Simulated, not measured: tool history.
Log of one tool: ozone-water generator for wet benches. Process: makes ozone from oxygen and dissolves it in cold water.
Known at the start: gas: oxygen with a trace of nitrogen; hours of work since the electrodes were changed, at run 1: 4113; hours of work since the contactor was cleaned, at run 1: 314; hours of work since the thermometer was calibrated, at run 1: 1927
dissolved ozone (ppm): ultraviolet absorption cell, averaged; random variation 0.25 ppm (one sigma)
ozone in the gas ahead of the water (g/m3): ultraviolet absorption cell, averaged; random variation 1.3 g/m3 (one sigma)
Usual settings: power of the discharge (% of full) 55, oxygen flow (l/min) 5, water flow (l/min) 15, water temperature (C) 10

run	hour	power of the discharge (% of full)	oxygen flow (l/min)	water flow (l/min)	water temperature (C)	hours of work since the electrodes were changed	hours of work since the contactor was cleaned	hours of work since the thermometer was calibrated	dissolved ozone (ppm)	ozone in the gas ahead of the water (g/m3)
1	0	55	5	15	10	4113	314	1927	28.7	180.6
2	71.8	41	5	15	10	4181	382	1994	25.3	160.4
3	159.6	55	5	15	12	4264	465	2077	27.4	179
4	284	55	5	15	10	4381	582	2194	28.4	178.1
5	339.6	60	5	15	10	4433	635	2247	29.6	184.8
6	414.1	60	5	15	10	4504	705	2317	29.1	184.5
7	477.7	60	5	15	10	4564	765	2377	28.9	183.3
# hour 488.3: contactor cleaned
8	569.7	63	5	16	10	4647	77	2460	27.7	186.7
9	695.6	63	5	16	10	4765	196	2579	27.5	184.6
10	768.1	77	2.91	19	7	4834	264	2647	25.7	271.6
11	882.9	41	7.93	11	7	4942	372	2756	28.6	117.2
# hour 933.5: contactor cleaned, once more
12	970.7	41	7.93	11	7	5021	35	2835	28.7	115.2
13	1036.1	55	5	15	15	5083	97	2896	24.7	168.5
14	1114	55	5	15	15	5156	170	2970	24.6	167.7

Forecast each of these 5 alternatives for the next run:
A	1217.8	43	4.47	15	6	5254	268	3068	?	?
B	1217.8	45	7.21	15	8	5254	268	3068	?	?
C	1217.8	59	3.71	15	10	5254	268	3068	?	?
D	1217.8	91	5	15	5	5254	268	3068	?	?
E	1217.8	61	5	15	14	5254	268	3068	?	?

run	dissolved ozone (ppm)	ozone in the gas ahead of the water (g/m3)
A	25.5	161.4
B	24.3	125.9
C	27.1	203.6
D	34.1	203.5
E	26.1	175.2
Without the tool's hidden state the same runs would have given:
run	dissolved ozone (ppm)	ozone in the gas ahead of the water (g/m3)
A	34.5	216.8
B	33.3	170.3
C	39	290.3
D	53.4	314.9
E	37.9	251.1
